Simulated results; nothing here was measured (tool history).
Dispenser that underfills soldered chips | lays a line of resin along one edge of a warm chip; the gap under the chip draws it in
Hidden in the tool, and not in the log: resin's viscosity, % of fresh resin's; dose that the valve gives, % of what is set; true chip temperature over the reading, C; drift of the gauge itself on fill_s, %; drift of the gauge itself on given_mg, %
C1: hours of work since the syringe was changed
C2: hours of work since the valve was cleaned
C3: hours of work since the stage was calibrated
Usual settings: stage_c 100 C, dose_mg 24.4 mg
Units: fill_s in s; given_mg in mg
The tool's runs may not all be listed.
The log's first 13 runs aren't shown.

-- day=6.838 new syringe of resin
run 14 day=7.058 | stage_c=100 dose_mg=20.8 | C1=4 C2=38 C3=200 | fill_s=91.9 given_mg=20.28
-- day=7.196 new syringe of resin
-- day=7.508 new syringe of resin
run 15 day=7.538 | stage_c=100 dose_mg=20.8 | C1=0 C2=46 C3=208 | fill_s=74.4 given_mg=20.15
-- day=7.838 new syringe of resin
run 16 day=8.000 | stage_c=100 dose_mg=20.8 | C1=3 C2=54 C3=216 | fill_s=84.5 given_mg=19.86
-- day=8.150 new syringe of resin
run 17 day=8.442 | stage_c=89 dose_mg=23.6 | C1=5 C2=62 C3=224 | fill_s=157.5 given_mg=22.54
-- day=8.483 new syringe of resin
-- day=8.758 dispensing valve cleaned and set on the balance
-- day=8.883 new syringe of resin
run 18 day=9.162 | stage_c=99 dose_mg=27.3 | C1=5 C2=7 C3=236 | fill_s=96.8 given_mg=27.33
-- day=9.212 new syringe of resin
-- day=9.579 new syringe of resin
run 19 day=9.783 | stage_c=87 dose_mg=29.1 | C1=4 C2=18 C3=247 | fill_s=160.4 given_mg=28.73
-- day=9.912 new syringe of resin
run 20 day=10.204 | stage_c=87 dose_mg=29.1 | C1=5 C2=25 C3=254 | fill_s=172.3 given_mg=28.53
-- day=10.279 new syringe of resin
-- day=10.625 new syringe of resin
run 21 day=10.812 | stage_c=87 dose_mg=29.1 | C1=3 C2=36 C3=265 | fill_s=154.3 given_mg=28.54
-- day=10.942 new syringe of resin
-- day=11.283 new syringe of resin
run 22 day=11.283 | stage_c=87 dose_mg=29.1 | C1=0 C2=44 C3=273 | fill_s=128.8 given_mg=28.45
-- day=11.612 new syringe of resin
-- day=11.938 new syringe of resin
run 23 day=11.938 | stage_c=87 dose_mg=29.1 | C1=0 C2=55 C3=284 | fill_s=128.6 given_mg=27.92
-- day=12.250 new syringe of resin
run 24 day=12.429 | stage_c=90 dose_mg=23.4 | C1=3 C2=64 C3=292 | fill_s=133.7 given_mg=22.39
-- day=12.579 new syringe of resin
-- day=12.621 dispensing valve cleaned and set on the balance
run 25 day=12.821 | stage_c=93 dose_mg=24.1 | C1=4 C2=4 C3=299 | fill_s=121.6 given_mg=24.18
-- day=12.942 new syringe of resin
-- day=13.279 new syringe of resin
run 26 day=13.508 | stage_c=100 dose_mg=29.3 | C1=4 C2=16 C3=311 | fill_s=88.9 given_mg=29.09
-- day=13.621 new syringe of resin
-- day=13.933 new syringe of resin
run 27 day=14.221 | stage_c=97 dose_mg=22.4 | C1=5 C2=28 C3=323 | fill_s=111.3 given_mg=21.99
-- day=14.296 new syringe of resin
-- day=14.621 new syringe of resin
run 28 day=14.654 | stage_c=114 dose_mg=24.2 | C1=1 C2=35 C3=330 | fill_s=40.3 given_mg=23.72
-- day=14.942 new syringe of resin
-- day=15.288 new syringe of resin
run 29 day=15.329 | stage_c=92 dose_mg=27.4 | C1=1 C2=47 C3=342 | fill_s=108.0 given_mg=26.74
-- day=15.621 new syringe of resin
run 30 day=15.842 | stage_c=95 dose_mg=21.7 | C1=4 C2=56 C3=351 | fill_s=118.7 given_mg=21.12
-- day=15.946 new syringe of resin
-- day=16.275 new syringe of resin
run 31 day=16.421 | stage_c=95 dose_mg=21.7 | C1=3 C2=66 C3=361 | fill_s=109.1 given_mg=21.02
-- day=16.496 dispensing valve cleaned and set on the balance
-- day=16.662 new syringe of resin
-- day=16.979 new syringe of resin
run 32 day=16.979 | stage_c=95 dose_mg=21.7 | C1=0 C2=8 C3=370 | fill_s=92.6 given_mg=21.57

Forecast each of these 5 alternatives for the next run:
-- day=17.304 new syringe of resin
run A day=17.408 | stage_c=112 dose_mg=24.0 | C1=2 C2=16 C3=377 | fill_s=? given_mg=?
-- day=17.304 new syringe of resin
run B day=17.408 | stage_c=106 dose_mg=24.4 | C1=2 C2=16 C3=377 | fill_s=? given_mg=?
-- day=17.304 new syringe of resin
run C day=17.408 | stage_c=88 dose_mg=21.7 | C1=2 C2=16 C3=377 | fill_s=? given_mg=?
-- day=17.304 new syringe of resin
run D day=17.408 | stage_c=115 dose_mg=25.9 | C1=2 C2=16 C3=377 | fill_s=? given_mg=?
-- day=17.304 new syringe of resin
run E day=17.408 | stage_c=89 dose_mg=24.3 | C1=2 C2=16 C3=377 | fill_s=? given_mg=?

run=A fill_s=47.0 given_mg=23.69
run=B fill_s=62.9 given_mg=24.13
run=C fill_s=142.9 given_mg=21.45
run=D fill_s=40.6 given_mg=25.65
run=E fill_s=135.0 given_mg=24.02
Without the tool's hidden state the same runs would have given:
run=A fill_s=39.4 given_mg=23.97
run=B fill_s=52.8 given_mg=24.42
run=C fill_s=118.9 given_mg=21.71
run=D fill_s=34.2 given_mg=25.95
run=E fill_s=112.5 given_mg=24.31

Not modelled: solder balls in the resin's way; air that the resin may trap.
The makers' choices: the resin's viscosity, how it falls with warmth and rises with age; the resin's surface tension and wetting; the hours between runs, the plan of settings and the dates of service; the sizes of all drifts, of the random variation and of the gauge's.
